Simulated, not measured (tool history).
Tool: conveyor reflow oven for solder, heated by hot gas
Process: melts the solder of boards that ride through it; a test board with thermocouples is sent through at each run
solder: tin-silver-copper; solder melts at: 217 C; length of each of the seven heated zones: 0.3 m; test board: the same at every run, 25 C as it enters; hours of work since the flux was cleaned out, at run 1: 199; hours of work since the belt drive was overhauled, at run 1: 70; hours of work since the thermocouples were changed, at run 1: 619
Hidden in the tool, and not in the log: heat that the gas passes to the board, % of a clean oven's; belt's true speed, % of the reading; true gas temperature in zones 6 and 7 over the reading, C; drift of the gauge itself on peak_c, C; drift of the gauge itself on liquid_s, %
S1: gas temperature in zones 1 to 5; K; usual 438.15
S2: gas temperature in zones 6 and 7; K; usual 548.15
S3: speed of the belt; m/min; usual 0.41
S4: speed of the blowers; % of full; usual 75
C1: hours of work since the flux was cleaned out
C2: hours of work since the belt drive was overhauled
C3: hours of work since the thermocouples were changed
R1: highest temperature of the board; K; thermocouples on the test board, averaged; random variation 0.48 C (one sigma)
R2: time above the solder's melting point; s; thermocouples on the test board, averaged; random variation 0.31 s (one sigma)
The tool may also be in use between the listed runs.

run	day	S1	S2	S3	S4	C1	C2	C3	R1	R2
1	0	438.15	548.15	0.41	75	199	70	619	532.05	66.7
2	0.354	438.15	548.15	0.41	75	205	77	626	530.95	67
3	0.812	438.15	548.15	0.41	75	214	86	635	530.95	66.9
4	1.354	438.15	548.15	0.41	75	225	96	645	530.55	67.1
5	1.754	438.15	548.15	0.41	75	232	104	652	530.75	66.5
6	2.329	438.15	548.15	0.41	75	243	115	663	531.15	66.7
7	3.05	438.15	560.15	0.41	75	257	128	677	540.95	73.2
8	3.792	438.15	560.15	0.41	75	271	142	691	541.05	72.8
# day 4.346: flux residue cleaned out of gas plates and filters
9	4.392	438.15	539.15	0.41	75	1	150	699	523.95	62.1
10	5.146	438.15	539.15	0.41	75	15	164	713	524.25	61.5
11	5.896	425.15	548.15	0.41	75	30	179	727	529.75	62.3
12	6.417	425.15	548.15	0.41	75	39	188	737	530.15	61.9
13	6.942	425.15	548.15	0.41	75	49	198	747	529.25	61.6
14	7.488	425.15	548.15	0.41	75	60	209	758	530.75	62
15	8.071	439.15	548.15	0.41	75	71	220	769	531.25	67.8
16	8.808	439.15	548.15	0.41	75	85	234	783	530.25	68.1
17	9.462	428.15	547.15	0.42	76	97	246	795	528.25	60.2
18	10.279	428.15	547.15	0.42	76	113	262	811	526.95	59.6
19	10.792	426.15	553.15	0.41	63	123	272	820	530.65	62.7
20	11.438	425.15	540.15	0.417	63	135	284	833	519.05	50.2
21	11.946	425.15	540.15	0.417	63	145	294	842	518.75	50.8
22	12.425	425.15	540.15	0.417	63	154	303	851	518.45	51
23	13.217	441.15	548.15	0.41	75	169	318	867	530.75	68.1
24	13.892	442.15	548.15	0.357	75	182	331	879	535.05	82.6
25	14.558	442.15	548.15	0.357	75	194	343	892	534.45	82.9
26	15.279	442.15	548.15	0.357	75	208	357	906	534.05	83.1
27	15.704	442.15	549.15	0.404	75	216	365	914	531.25	70.3
28	16.412	442.15	554.15	0.467	70	230	379	927	529.65	58.5
29	16.788	438.15	538.15	0.41	85	237	386	935	522.15	60.7
30	17.583	438.15	554.15	0.363	66	252	401	950	536.75	81.6

5 ways to go on from here, each from the tool as it stands after run 30. What would each give?
A	18.188	438.15	543.15	0.476	59	263	412	961	?	?
B	18.188	438.15	552.15	0.429	66	263	412	961	?	?
C	18.188	438.15	555.15	0.41	75	263	412	961	?	?
D	18.188	438.15	554.15	0.363	82	263	412	961	?	?
E	18.188	425.15	554.15	0.363	66	263	412	961	?	?

run	R1	R2
A	516.35	44.8
B	529.05	62.6
C	535.25	70.5
D	539.85	83
E	535.85	76
Without the tool's hidden state the same runs would have given:
run	R1	R2
A	520.75	49
B	533.55	65.8
C	539.65	73.2
D	544.05	85.5
E	540.25	79.2

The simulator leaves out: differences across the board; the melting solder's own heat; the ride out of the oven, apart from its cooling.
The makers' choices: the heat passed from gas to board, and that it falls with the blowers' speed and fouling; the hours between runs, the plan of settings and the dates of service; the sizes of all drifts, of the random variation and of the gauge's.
